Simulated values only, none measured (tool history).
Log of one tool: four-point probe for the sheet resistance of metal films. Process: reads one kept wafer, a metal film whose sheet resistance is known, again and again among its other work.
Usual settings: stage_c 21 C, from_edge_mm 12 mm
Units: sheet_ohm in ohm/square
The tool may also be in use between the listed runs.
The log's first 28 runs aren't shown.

run,hour,stage_c,from_edge_mm,touches since the probe head was changed,hours of work since the stage's thermometer was calibrated,sheet_ohm
29,2124.1,21,29,65920,524,0.207414
30,2224.4,21,29,68961,570,0.207519
31,2320.1,21,5,71861,614,0.211696
32,2388.3,21,7,73928,645,0.209461
33,2484.6,33,12,76847,689,0.206319
34,2569.3,20,4,79414,727,0.214214
35,2647.2,27,7,81775,763,0.208681
36,2727.7,28,7,84216,800,0.208456
37,2789.7,28,7,86096,828,0.208444
38,2861.2,25,12,88262,861,0.207462
39,2911.5,25,12,89788,884,0.207458
40,2964.8,21,52,91401,908,0.207294
41,3014.6,20,50,92910,931,0.207479
42,3084.8,24,9,95040,963,0.208198
43,3159.6,22,35,97307,997,0.207253
44,3257.7,19,11,100280,1041,0.208551
45,3347.2,20,14,102992,1082,0.207948

3 ways to go on from here, each from the tool as it stands after run 45. What would each give?
A,3419.5,33,53,105184,1115,?
B,3419.5,20,14,105184,1115,?
C,3419.5,21,12,105184,1115,?

run,sheet_ohm
A,0.205552
B,0.208060
C,0.208047
Without the tool's hidden state the same runs would have given:
run,sheet_ohm
A,0.205573
B,0.208080
C,0.208067
